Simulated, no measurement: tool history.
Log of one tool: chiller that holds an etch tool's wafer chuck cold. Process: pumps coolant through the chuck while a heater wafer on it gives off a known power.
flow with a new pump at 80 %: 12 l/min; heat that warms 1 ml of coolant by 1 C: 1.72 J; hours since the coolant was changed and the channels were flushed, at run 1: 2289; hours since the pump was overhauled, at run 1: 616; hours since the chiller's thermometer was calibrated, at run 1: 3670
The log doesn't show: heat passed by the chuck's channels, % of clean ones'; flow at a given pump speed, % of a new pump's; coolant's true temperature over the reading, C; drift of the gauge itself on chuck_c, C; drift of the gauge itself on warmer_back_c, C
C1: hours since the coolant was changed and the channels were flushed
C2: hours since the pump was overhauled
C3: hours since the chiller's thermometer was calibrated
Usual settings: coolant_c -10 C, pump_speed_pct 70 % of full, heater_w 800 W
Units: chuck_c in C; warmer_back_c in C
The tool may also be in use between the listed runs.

run 1 hour=0 | coolant_c=-10 pump_speed_pct=70 heater_w=800 | C1=2289 C2=616 C3=3670 | chuck_c=-2.81 warmer_back_c=2.7
run 2 hour=34.8 | coolant_c=-10 pump_speed_pct=95 heater_w=800 | C1=2323 C2=651 C3=3705 | chuck_c=-4.69 warmer_back_c=1.92
run 3 hour=58.2 | coolant_c=-10 pump_speed_pct=95 heater_w=414 | C1=2347 C2=675 C3=3729 | chuck_c=-6.91 warmer_back_c=0.98
run 4 hour=76.7 | coolant_c=-6 pump_speed_pct=70 heater_w=800 | C1=2365 C2=693 C3=3747 | chuck_c=1.19 warmer_back_c=2.68
run 5 hour=102.3 | coolant_c=-10 pump_speed_pct=79 heater_w=800 | C1=2391 C2=719 C3=3773 | chuck_c=-3.4 warmer_back_c=2.35
run 6 hour=129.6 | coolant_c=-10 pump_speed_pct=93 heater_w=800 | C1=2418 C2=746 C3=3800 | chuck_c=-4.58 warmer_back_c=1.98
run 7 hour=166.2 | coolant_c=-10 pump_speed_pct=93 heater_w=800 | C1=2455 C2=783 C3=3837 | chuck_c=-4.65 warmer_back_c=1.97
run 8 hour=192.8 | coolant_c=-10 pump_speed_pct=93 heater_w=800 | C1=2481 C2=809 C3=3863 | chuck_c=-4.66 warmer_back_c=1.98
run 9 hour=229.5 | coolant_c=-10 pump_speed_pct=93 heater_w=800 | C1=2518 C2=846 C3=3900 | chuck_c=-4.4 warmer_back_c=1.97
run 10 hour=267.7 | coolant_c=-10 pump_speed_pct=93 heater_w=800 | C1=2556 C2=884 C3=3938 | chuck_c=-4.51 warmer_back_c=1.98
run 11 hour=302.3 | coolant_c=-10 pump_speed_pct=93 heater_w=800 | C1=2591 C2=919 C3=3973 | chuck_c=-4.42 warmer_back_c=1.99
run 12 hour=323.1 | coolant_c=-10 pump_speed_pct=93 heater_w=800 | C1=2612 C2=939 C3=3993 | chuck_c=-4.46 warmer_back_c=1.97
run 13 hour=355.3 | coolant_c=-10 pump_speed_pct=93 heater_w=800 | C1=2644 C2=972 C3=4026 | chuck_c=-4.32 warmer_back_c=1.99
run 14 hour=384.4 | coolant_c=-10 pump_speed_pct=70 heater_w=519 | C1=2673 C2=1001 C3=4055 | chuck_c=-5.02 warmer_back_c=1.73
run 15 hour=406.7 | coolant_c=-10 pump_speed_pct=79 heater_w=800 | C1=2695 C2=1023 C3=4077 | chuck_c=-3.54 warmer_back_c=2.38
run 16 hour=443.6 | coolant_c=-10 pump_speed_pct=79 heater_w=800 | C1=2732 C2=1060 C3=4114 | chuck_c=-3.52 warmer_back_c=2.35
run 17 hour=463.4 | coolant_c=-10 pump_speed_pct=79 heater_w=800 | C1=2752 C2=1080 C3=4134 | chuck_c=-3.53 warmer_back_c=2.38
run 18 hour=483.8 | coolant_c=-10 pump_speed_pct=70 heater_w=800 | C1=2772 C2=1100 C3=4154 | chuck_c=-2.79 warmer_back_c=2.71
run 19 hour=521.5 | coolant_c=-17 pump_speed_pct=98 heater_w=1114 | C1=2810 C2=1138 C3=4192 | chuck_c=-9.81 warmer_back_c=2.61
run 20 hour=553.2 | coolant_c=-17 pump_speed_pct=98 heater_w=1114 | C1=2842 C2=1170 C3=4224 | chuck_c=-9.92 warmer_back_c=2.61

Run 21 comes next. What will it give?
run 21 hour=592.8 | coolant_c=-10 pump_speed_pct=70 heater_w=840 | C1=2881 C2=1209 C3=4263 | chuck_c=? warmer_back_c=?

chuck_c: -2.41 C
warmer_back_c: 2.86 C
Without the tool's hidden state the same run would have given chuck_c -3.6 C, warmer_back_c 2.83 C.
